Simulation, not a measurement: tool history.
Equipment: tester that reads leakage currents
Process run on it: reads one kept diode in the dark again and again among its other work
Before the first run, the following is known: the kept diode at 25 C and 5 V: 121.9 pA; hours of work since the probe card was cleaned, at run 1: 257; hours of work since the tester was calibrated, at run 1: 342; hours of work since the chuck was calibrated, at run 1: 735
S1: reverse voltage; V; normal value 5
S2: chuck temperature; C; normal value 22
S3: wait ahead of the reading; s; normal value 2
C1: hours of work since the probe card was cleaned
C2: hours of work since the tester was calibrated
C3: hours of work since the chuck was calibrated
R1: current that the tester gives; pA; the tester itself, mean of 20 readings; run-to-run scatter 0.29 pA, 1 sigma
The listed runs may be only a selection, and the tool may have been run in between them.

Run 1, hour 0: usual settings; C1 257; C2 342; C3 735. Result: R1 93.16 pA.
Run 2, hour 88.5: usual settings but S3 0.32 s; C1 303; C2 388; C3 780. Result: R1 96.07 pA.
Run 3, hour 160.7: usual settings but S3 0.32 s; C1 340; C2 426; C3 818. Result: R1 95.74 pA.
Run 4, hour 229.8: usual settings but S3 2.81 s; C1 376; C2 462; C3 854. Result: R1 93.66 pA.
Run 5, hour 330.1: usual settings; C1 428; C2 514; C3 906. Result: R1 93.5 pA.
Run 6, hour 383.2: usual settings but S2 51 C; C1 456; C2 541; C3 934. Result: R1 1022.48 pA.
Run 7, hour 451.4: usual settings but S2 51 C; C1 491; C2 577; C3 969. Result: R1 1019.68 pA.
Run 8, hour 545.7: usual settings but S2 51 C; C1 540; C2 626; C3 1018. Result: R1 1021.81 pA.
Run 9, hour 609.7: usual settings but S1 2.18 V, S2 51 C; C1 574; C2 659; C3 1051. Result: R1 766.21 pA.
Run 10, hour 669.5: usual settings but S1 6.51 V; C1 605; C2 690; C3 1082. Result: R1 102.86 pA.
Run 11, hour 753.5: usual settings but S1 6.51 V; C1 648; C2 734; C3 1126. Result: R1 102.64 pA.
Run 12, hour 797.6: usual settings but S1 6.51 V; C1 671; C2 756; C3 1149. Result: R1 102.77 pA.
Run 13, hour 893.8: usual settings but S1 18.38 V, S2 24 C, S3 4.32 s; C1 721; C2 806; C3 1199. Result: R1 176.55 pA.
Run 14, hour 981.8: usual settings but S1 9.22 V, S3 0.7 s; C1 767; C2 852; C3 1245. Result: R1 117.3 pA.
Run 15, hour 1023.9: usual settings but S1 6.1 V, S3 4.71 s; C1 789; C2 874; C3 1266. Result: R1 99.97 pA.
Run 16, hour 1086.4: usual settings but S2 56 C, S3 1.45 s; C1 821; C2 907; C3 1299. Result: R1 1481.3 pA.
Run 17, hour 1183.8: usual settings but S2 56 C, S3 1.45 s; C1 872; C2 957; C3 1349. Result: R1 1486.2 pA.
Run 18, hour 1248.7: usual settings but S1 19.34 V, S2 30 C, S3 3.98 s; C1 905; C2 991; C3 1383. Result: R1 304.31 pA.
Run 19, hour 1303.9: usual settings but S1 1.77 V, S2 43 C, S3 7.2 s; C1 934; C2 1019; C3 1412. Result: R1 385.15 pA.
Run 20, hour 1399.7: usual settings but S1 1.77 V, S2 43 C, S3 7.27 s; C1 984; C2 1069; C3 1462. Result: R1 384.91 pA.
Run 21, hour 1487.5: usual settings but S1 2.08 V, S2 43 C, S3 0.32 s; C1 1029; C2 1115; C3 1507. Result: R1 407.79 pA.
Run 22, hour 1534.6: usual settings but S1 2.08 V, S2 45 C, S3 2.6 s; C1 1054; C2 1139; C3 1532. Result: R1 476.46 pA.
Run 23, hour 1627: usual settings but S2 28 C, S3 6 s; C1 1102; C2 1187; C3 1580. Result: R1 159.3 pA.

Here are 3 independent what-if runs from the current tool condition. What would each one return?
Run A, hour 1708.1: usual settings but S1 3.54 V, S2 32 C, S3 0.85 s; C1 1144; C2 1229; C3 1622. Result: R1 ?.
Run B, hour 1708.1: usual settings but S2 43 C, S3 1.01 s; C1 1144; C2 1229; C3 1622. Result: R1 ?.
Run C, hour 1708.1: usual settings but S1 19.74 V, S2 31 C, S3 0.69 s; C1 1144; C2 1229; C3 1622. Result: R1 ?.

run      R1
  A  199.73
  B  552.96
  C  337.06
Had the tool no hidden state, the same runs would have come out as:
run      R1
  A  200.15
  B  554.07
  C  337.64
